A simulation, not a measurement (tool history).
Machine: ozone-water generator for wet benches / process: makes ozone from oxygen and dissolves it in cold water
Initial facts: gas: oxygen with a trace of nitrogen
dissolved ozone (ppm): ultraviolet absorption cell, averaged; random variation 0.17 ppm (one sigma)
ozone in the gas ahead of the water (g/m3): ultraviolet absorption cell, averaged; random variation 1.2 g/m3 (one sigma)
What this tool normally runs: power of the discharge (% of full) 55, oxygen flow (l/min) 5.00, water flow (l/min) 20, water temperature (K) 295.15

run    hour  power of the discharge (% of full)  oxygen flow (l/min)  water flow (l/min)  water temperature (K)  dissolved ozone (ppm)  ozone in the gas ahead of the water (g/m3)
  1     0.0                                  55                 5.00                  20                 295.15                   22.4                                       204.8
  2    45.9                                  55                 5.00                  20                 295.15                   22.7                                       206.2
  3    81.0                                  55                 5.00                  20                 295.15                   22.5                                       205.1
  4   154.2                                  55                 5.00                  24                 295.15                   19.4                                       202.6
  5   195.3                                  55                 5.00                  24                 295.15                   19.6                                       203.0
  6   255.0                                  55                 5.00                  24                 295.15                   19.7                                       204.9
  7   304.5                                  55                 5.00                  24                 295.15                   19.4                                       204.6
  8   378.4                                  55                 5.00                  24                 295.15                   19.6                                       203.1
  9   418.0                                  55                 5.00                  21                 295.15                   22.1                                       202.7
 10   470.2                                  55                 5.00                  21                 295.15                   21.3                                       201.3
 11   518.8                                  55                 5.00                  32                 295.15                   15.2                                       203.8
 12   550.5                                  55                 5.00                  32                 295.15                   15.2                                       203.1
 13   622.4                                  55                 3.08                  20                 303.15                   18.2                                       240.5
 14   662.4                                  50                 5.00                  20                 301.15                   18.8                                       189.4
 15   706.3                                  91                 5.00                  15                 295.15                   41.0                                       306.7
 16   752.7                                  59                 5.00                  29                 302.15                   16.1                                       213.6
 17   813.3                                  87                 7.47                  14                 295.15                   42.2                                       258.3
 18   891.1                                  87                 7.47                  14                 295.15                   42.0                                       258.5
 19   939.2                                  92                 2.58                  19                 296.15                   29.6                                       388.6
 20   996.7                                  82                 5.00                  15                 295.15                   37.9                                       282.5
 21  1028.9                                  51                 6.37                  22                 295.15                   20.2                                       175.3
 22  1101.1                                  69                 5.09                  20                 295.15                   27.0                                       244.5

What if the next run were any one of these 5? Each begins from the tool's condition after run 22:
  A  1161.4                                  99                 5.00                  26                 296.15                      ?                                           ?
  B  1161.4                                  68                 6.24                  20                 289.15                      ?                                           ?
  C  1161.4                                  91                 4.29                  15                 295.15                      ?                                           ?
  D  1161.4                                  69                 3.96                  30                 298.15                      ?                                           ?
  E  1161.4                                  42                 5.09                  20                 295.15                      ?                                           ?

run  dissolved ozone (ppm)  ozone in the gas ahead of the water (g/m3)
  A                   28.7                                       328.2
  B                   30.1                                       222.0
  C                   39.9                                       324.4
  D                   17.2                                       263.6
  E                   18.3                                       162.2
What these runs would have given with no unlogged condition in the tool:
run  dissolved ozone (ppm)  ozone in the gas ahead of the water (g/m3)
  A                   31.2                                       353.8
  B                   32.1                                       234.9
  C                   43.2                                       348.2
  D                   18.3                                       279.2
  E                   19.0                                       167.6

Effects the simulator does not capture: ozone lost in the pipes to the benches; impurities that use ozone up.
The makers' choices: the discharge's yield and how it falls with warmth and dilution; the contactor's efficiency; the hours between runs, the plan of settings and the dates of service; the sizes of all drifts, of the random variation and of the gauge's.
